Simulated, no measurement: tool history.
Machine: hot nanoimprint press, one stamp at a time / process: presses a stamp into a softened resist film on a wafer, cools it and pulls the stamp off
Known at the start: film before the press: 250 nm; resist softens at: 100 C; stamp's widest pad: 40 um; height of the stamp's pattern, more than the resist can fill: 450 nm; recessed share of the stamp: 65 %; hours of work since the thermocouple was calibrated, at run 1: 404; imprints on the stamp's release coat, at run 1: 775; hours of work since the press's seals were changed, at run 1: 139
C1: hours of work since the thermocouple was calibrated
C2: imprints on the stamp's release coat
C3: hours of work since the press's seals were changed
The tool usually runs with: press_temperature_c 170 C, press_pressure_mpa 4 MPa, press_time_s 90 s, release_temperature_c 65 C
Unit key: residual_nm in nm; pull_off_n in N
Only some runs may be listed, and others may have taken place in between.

Run 1, day 0: usual settings; C1 404; C2 775; C3 139. Result: residual_nm 131.8 nm, pull_off_n 140 N.
Run 2, day 0.208: usual settings; C1 407; C2 786; C3 142. Result: residual_nm 131.8 nm, pull_off_n 136 N.
Run 3, day 0.417: usual settings; C1 410; C2 797; C3 145. Result: residual_nm 132 nm, pull_off_n 141 N.
Run 4, day 0.771: usual settings; C1 415; C2 816; C3 150. Result: residual_nm 132.1 nm, pull_off_n 144 N.
Run 5, day 1.058: usual settings; C1 419; C2 831; C3 154. Result: residual_nm 131.3 nm, pull_off_n 143 N.
Run 6, day 1.262: usual settings but press_pressure_mpa 5.03 MPa; C1 422; C2 842; C3 157. Result: residual_nm 117.4 nm, pull_off_n 145 N.
Run 7, day 1.583: usual settings but press_pressure_mpa 5.03 MPa; C1 426; C2 859; C3 162. Result: residual_nm 117.8 nm, pull_off_n 149 N.
Run 8, day 1.829: usual settings but release_temperature_c 69 C; C1 430; C2 872; C3 165. Result: residual_nm 130.7 nm, pull_off_n 130 N.
Run 9, day 2.167: usual settings but release_temperature_c 54 C; C1 435; C2 890; C3 170. Result: residual_nm 130.5 nm, pull_off_n 177 N.
Run 10, day 2.471: usual settings; C1 439; C2 906; C3 174. Result: residual_nm 132 nm, pull_off_n 146 N.
At day 2.617: plate thermocouple calibrated.
Run 11, day 2.779: usual settings but press_pressure_mpa 3.19 MPa; C1 2; C2 916; C3 177. Result: residual_nm 149.4 nm, pull_off_n 147 N.
Run 12, day 3.121: usual settings but press_temperature_c 168 C, press_pressure_mpa 3.19 MPa; C1 7; C2 934; C3 182. Result: residual_nm 157 nm, pull_off_n 146 N.
Run 13, day 3.5: usual settings but press_temperature_c 168 C, press_pressure_mpa 3.19 MPa; C1 13; C2 954; C3 187. Result: residual_nm 155.7 nm, pull_off_n 147 N.
Run 14, day 3.779: usual settings; C1 16; C2 969; C3 191. Result: residual_nm 134 nm, pull_off_n 151 N.
At day 4.129: plate thermocouple calibrated, once more.
Run 15, day 4.296: usual settings; C1 2; C2 990; C3 196. Result: residual_nm 126.2 nm, pull_off_n 142 N.
Run 16, day 4.583: usual settings; C1 6; C2 1005; C3 201. Result: residual_nm 126.6 nm, pull_off_n 140 N.
Run 17, day 4.867: usual settings but press_temperature_c 161 C; C1 10; C2 1020; C3 205. Result: residual_nm 159.3 nm, pull_off_n 138 N.
Run 18, day 5.071: usual settings but press_temperature_c 161 C, press_pressure_mpa 4.23 MPa, press_time_s 52 s; C1 13; C2 1031; C3 207. Result: residual_nm 179.6 nm, pull_off_n 144 N.
Run 19, day 5.371: usual settings but press_temperature_c 161 C, press_pressure_mpa 4.23 MPa, press_time_s 52 s; C1 18; C2 1047; C3 212. Result: residual_nm 177.3 nm, pull_off_n 142 N.
Run 20, day 5.717: usual settings but press_temperature_c 174 C, press_pressure_mpa 5.38 MPa, press_time_s 72 s, release_temperature_c 62 C; C1 23; C2 1065; C3 217. Result: residual_nm 107 nm, pull_off_n 156 N.
Run 21, day 6.083: usual settings but press_pressure_mpa 5.93 MPa, press_time_s 95 s, release_temperature_c 63 C; C1 28; C2 1084; C3 222. Result: residual_nm 101.2 nm, pull_off_n 151 N.
Run 22, day 6.417: usual settings but press_temperature_c 163 C, press_pressure_mpa 5.93 MPa, press_time_s 95 s, release_temperature_c 69 C; C1 32; C2 1102; C3 227. Result: residual_nm 123.6 nm, pull_off_n 134 N.
Run 23, day 6.742: usual settings but press_temperature_c 163 C, press_pressure_mpa 5.93 MPa, press_time_s 95 s, release_temperature_c 69 C; C1 37; C2 1119; C3 231. Result: residual_nm 122.3 nm, pull_off_n 132 N.
Run 24, day 7.058: usual settings but press_temperature_c 175 C, press_pressure_mpa 3.61 MPa, release_temperature_c 71 C; C1 42; C2 1136; C3 236. Result: residual_nm 118.3 nm, pull_off_n 128 N.
Run 25, day 7.283: usual settings but press_temperature_c 164 C, press_pressure_mpa 4.82 MPa, release_temperature_c 64 C; C1 45; C2 1148; C3 239. Result: residual_nm 135.4 nm, pull_off_n 145 N.
Run 26, day 7.508: usual settings but press_temperature_c 159 C, release_temperature_c 60 C; C1 48; C2 1160; C3 242. Result: residual_nm 169.1 nm, pull_off_n 158 N.
Run 27, day 7.829: usual settings but press_temperature_c 160 C, press_time_s 107 s, release_temperature_c 54 C; C1 53; C2 1177; C3 247. Result: residual_nm 158.9 nm, pull_off_n 177 N.
Run 28, day 8.204: usual settings but press_temperature_c 160 C, press_time_s 107 s, release_temperature_c 54 C; C1 58; C2 1197; C3 252. Result: residual_nm 155.2 nm, pull_off_n 175 N.
Run 29, day 8.533: usual settings but press_time_s 169 s, release_temperature_c 64 C; C1 62; C2 1214; C3 257. Result: residual_nm 101.7 nm, pull_off_n 145 N.
Run 30, day 8.8: usual settings but press_temperature_c 168 C; C1 66; C2 1229; C3 260. Result: residual_nm 133.7 nm, pull_off_n 144 N.
Run 31, day 9.142: usual settings but press_temperature_c 173 C, release_temperature_c 58 C; C1 71; C2 1247; C3 265. Result: residual_nm 119.8 nm, pull_off_n 166 N.

Hidden state or all else? Some run-to-run changes of residual_nm, split into what the settings, what came in and random variation would give without the hidden state, and what is left for the hidden state (with any gauge scatter that isn't in both results):
Hidden conditions of the tool in this case: true temperature over the reading, C; pressure that arrives at the usual setting, %; grip of the stamp's worn release coat, % over a new coat's; drift of the gauge itself on residual_nm, %; drift of the gauge itself on pull_off_n, %.
Run 10 -> 11: press_pressure_mpa 4 -> 3.19, plate thermocouple calibrated. residual_nm +17.4 nm: hidden state +2.9, all else +14.5.
Run 14 -> 15: plate thermocouple calibrated, once more. residual_nm -7.8 nm: hidden state -8.3, all else +0.5.
Run 19 -> 20: press_temperature_c 161 -> 174, press_pressure_mpa 4.23 -> 5.38, press_time_s 52 -> 72, release_temperature_c 65 -> 62. residual_nm -70.3 nm: hidden state +0.2, all else -70.5.
Run 23 -> 24: press_temperature_c 163 -> 175, press_pressure_mpa 5.93 -> 3.61, press_time_s 95 -> 90, release_temperature_c 69 -> 71. residual_nm -4 nm: hidden state -0.5, all else -3.5.
Run 25 -> 26: press_temperature_c 164 -> 159, press_pressure_mpa 4.82 -> 4, release_temperature_c 64 -> 60. residual_nm +33.7 nm: hidden state -0.1, all else +33.8.
Run 28 -> 29: press_temperature_c 160 -> 170, press_time_s 107 -> 169, release_temperature_c 54 -> 64. residual_nm -53.5 nm: hidden state -0.3, all else -53.2.

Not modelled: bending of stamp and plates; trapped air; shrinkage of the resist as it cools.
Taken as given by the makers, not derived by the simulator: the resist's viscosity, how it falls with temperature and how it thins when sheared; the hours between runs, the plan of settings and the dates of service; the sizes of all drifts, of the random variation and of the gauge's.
